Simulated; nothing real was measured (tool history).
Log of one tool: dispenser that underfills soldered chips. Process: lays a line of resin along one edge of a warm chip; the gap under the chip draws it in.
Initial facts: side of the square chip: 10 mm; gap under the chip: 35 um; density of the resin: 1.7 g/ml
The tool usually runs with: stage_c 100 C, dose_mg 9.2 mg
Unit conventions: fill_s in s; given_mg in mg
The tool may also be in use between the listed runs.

{"run": 1, "hour": 0.0, "stage_c": 100, "dose_mg": 9.2, "fill_s": 137.1, "given_mg": 9.03}
{"run": 2, "hour": 4.7, "stage_c": 100, "dose_mg": 9.2, "fill_s": 166.8, "given_mg": 9.09}
{"hour": 6.8, "done": "new syringe of resin"}
{"run": 3, "hour": 9.3, "stage_c": 100, "dose_mg": 9.2, "fill_s": 111.6, "given_mg": 9.18}
{"run": 4, "hour": 15.5, "stage_c": 100, "dose_mg": 9.2, "fill_s": 138.4, "given_mg": 9.14}
{"run": 5, "hour": 20.3, "stage_c": 100, "dose_mg": 9.2, "fill_s": 166, "given_mg": 9.11}
{"hour": 22.4, "done": "new syringe of resin"}
{"run": 6, "hour": 25.7, "stage_c": 110, "dose_mg": 9.2, "fill_s": 75.5, "given_mg": 9.03}
{"run": 7, "hour": 32.2, "stage_c": 110, "dose_mg": 9.2, "fill_s": 96.6, "given_mg": 9.11}
{"run": 8, "hour": 36.5, "stage_c": 110, "dose_mg": 9.2, "fill_s": 109.7, "given_mg": 9.13}
{"hour": 38.3, "done": "new syringe of resin"}
{"run": 9, "hour": 41.9, "stage_c": 110, "dose_mg": 9.2, "fill_s": 75.8, "given_mg": 9.02}
{"run": 10, "hour": 47.1, "stage_c": 99, "dose_mg": 9.2, "fill_s": 143.7, "given_mg": 9}
{"run": 11, "hour": 52.5, "stage_c": 100, "dose_mg": 9.97, "fill_s": 168.2, "given_mg": 9.8}
{"hour": 53.8, "done": "new syringe of resin"}
{"run": 12, "hour": 57.0, "stage_c": 100, "dose_mg": 9.97, "fill_s": 113, "given_mg": 9.72}
{"run": 13, "hour": 62.7, "stage_c": 100, "dose_mg": 9.97, "fill_s": 138.3, "given_mg": 9.76}
{"run": 14, "hour": 68.0, "stage_c": 100, "dose_mg": 9.97, "fill_s": 166.2, "given_mg": 9.82}
{"hour": 69.3, "done": "new syringe of resin"}
{"run": 15, "hour": 74.3, "stage_c": 90, "dose_mg": 9.2, "fill_s": 185.6, "given_mg": 8.94}
{"run": 16, "hour": 79.9, "stage_c": 90, "dose_mg": 9.2, "fill_s": 225.4, "given_mg": 9}
{"hour": 84.9, "done": "new syringe of resin"}
{"run": 17, "hour": 85.2, "stage_c": 90, "dose_mg": 11.06, "fill_s": 154.3, "given_mg": 10.74}
{"run": 18, "hour": 92.0, "stage_c": 100, "dose_mg": 9.2, "fill_s": 133.8, "given_mg": 8.94}
{"run": 19, "hour": 98.3, "stage_c": 109, "dose_mg": 10.4, "fill_s": 114.3, "given_mg": 10.04}
{"hour": 100.5, "done": "new syringe of resin"}
{"run": 20, "hour": 104.7, "stage_c": 90, "dose_mg": 9.03, "fill_s": 185.9, "given_mg": 8.77}
{"run": 21, "hour": 109.8, "stage_c": 90, "dose_mg": 10.85, "fill_s": 210.4, "given_mg": 10.49}
{"run": 22, "hour": 113.2, "stage_c": 101, "dose_mg": 7.97, "fill_s": 160.1, "given_mg": 7.79}
{"hour": 116.0, "done": "new syringe of resin"}
{"run": 23, "hour": 117.7, "stage_c": 101, "dose_mg": 7.97, "fill_s": 111.3, "given_mg": 7.71}
{"run": 24, "hour": 121.5, "stage_c": 94, "dose_mg": 10.4, "fill_s": 162, "given_mg": 9.98}
{"run": 25, "hour": 127.2, "stage_c": 101, "dose_mg": 10.4, "fill_s": 144.2, "given_mg": 10.02}
{"run": 26, "hour": 130.8, "stage_c": 98, "dose_mg": 9.78, "fill_s": 188.8, "given_mg": 9.42}
{"hour": 131.7, "done": "new syringe of resin"}
{"run": 27, "hour": 136.0, "stage_c": 98, "dose_mg": 9.78, "fill_s": 132.3, "given_mg": 9.42}
{"run": 28, "hour": 141.3, "stage_c": 90, "dose_mg": 11.59, "fill_s": 220.2, "given_mg": 11.06}
{"hour": 147.3, "done": "new syringe of resin"}
{"run": 29, "hour": 147.4, "stage_c": 100, "dose_mg": 10, "fill_s": 103.4, "given_mg": 9.55}
{"run": 30, "hour": 150.4, "stage_c": 108, "dose_mg": 10.42, "fill_s": 83.8, "given_mg": 9.88}
{"run": 31, "hour": 154.7, "stage_c": 108, "dose_mg": 10.42, "fill_s": 97.5, "given_mg": 10.05}
{"run": 32, "hour": 158.2, "stage_c": 108, "dose_mg": 10.42, "fill_s": 110.3, "given_mg": 9.91}
{"hour": 161.3, "done": "dispensing valve cleaned and set on the balance"}
{"hour": 163.7, "done": "new syringe of resin"}
{"run": 33, "hour": 164.9, "stage_c": 112, "dose_mg": 10.9, "fill_s": 65.6, "given_mg": 11.01}
{"run": 34, "hour": 170.8, "stage_c": 106, "dose_mg": 8.55, "fill_s": 106.1, "given_mg": 8.48}
{"run": 35, "hour": 173.7, "stage_c": 106, "dose_mg": 8.55, "fill_s": 117.2, "given_mg": 8.48}
{"run": 36, "hour": 178.0, "stage_c": 92, "dose_mg": 10.08, "fill_s": 243.3, "given_mg": 10.04}

Measured result minus the same run's result without the hidden state. Both carry the same run-to-run variation, though not necessarily the same gauge scatter:
Unlogged tool condition in this case: resin's viscosity, % of fresh resin's; dose that the valve gives, % of what is set; true chip temperature over the reading, C; drift of the gauge itself on fill_s, %; drift of the gauge itself on given_mg, %.
run=1 fill_s=+39.9 given_mg=-0.08
run=2 fill_s=+66.7 given_mg=-0.09
run=3 fill_s=+12.8 given_mg=-0.1
run=4 fill_s=+40.5 given_mg=-0.11
run=5 fill_s=+67.2 given_mg=-0.12
run=6 fill_s=+9.7 given_mg=-0.13
run=7 fill_s=+29.7 given_mg=-0.15
run=8 fill_s=+44.5 given_mg=-0.16
run=9 fill_s=+10.4 given_mg=-0.17
run=10 fill_s=+41 given_mg=-0.18
run=11 fill_s=+69.1 given_mg=-0.21
run=12 fill_s=+14.4 given_mg=-0.21
run=13 fill_s=+40 given_mg=-0.23
run=14 fill_s=+68.5 given_mg=-0.24
run=15 fill_s=+33.8 given_mg=-0.24
run=16 fill_s=+74.3 given_mg=-0.25
run=17 fill_s=+7.8 given_mg=-0.31
run=18 fill_s=+34.2 given_mg=-0.28
run=19 fill_s=+46.1 given_mg=-0.33
run=20 fill_s=+29.8 given_mg=-0.29
run=21 fill_s=+62.4 given_mg=-0.37
run=22 fill_s=+60.8 given_mg=-0.28
run=23 fill_s=+11.9 given_mg=-0.28
run=24 fill_s=+35.2 given_mg=-0.38
run=25 fill_s=+51.7 given_mg=-0.39
run=26 fill_s=+82.9 given_mg=-0.38
run=27 fill_s=+24.4 given_mg=-0.39
run=28 fill_s=+71.6 given_mg=-0.47
run=29 fill_s=+6.1 given_mg=-0.42
run=30 fill_s=+12.7 given_mg=-0.45
run=31 fill_s=+26.7 given_mg=-0.47
run=32 fill_s=+39.6 given_mg=-0.47
run=33 fill_s=+5.2 given_mg=-0.02
run=34 fill_s=+27.3 given_mg=-0.03
run=35 fill_s=+39 given_mg=-0.04
run=36 fill_s=+104.4 given_mg=-0.05
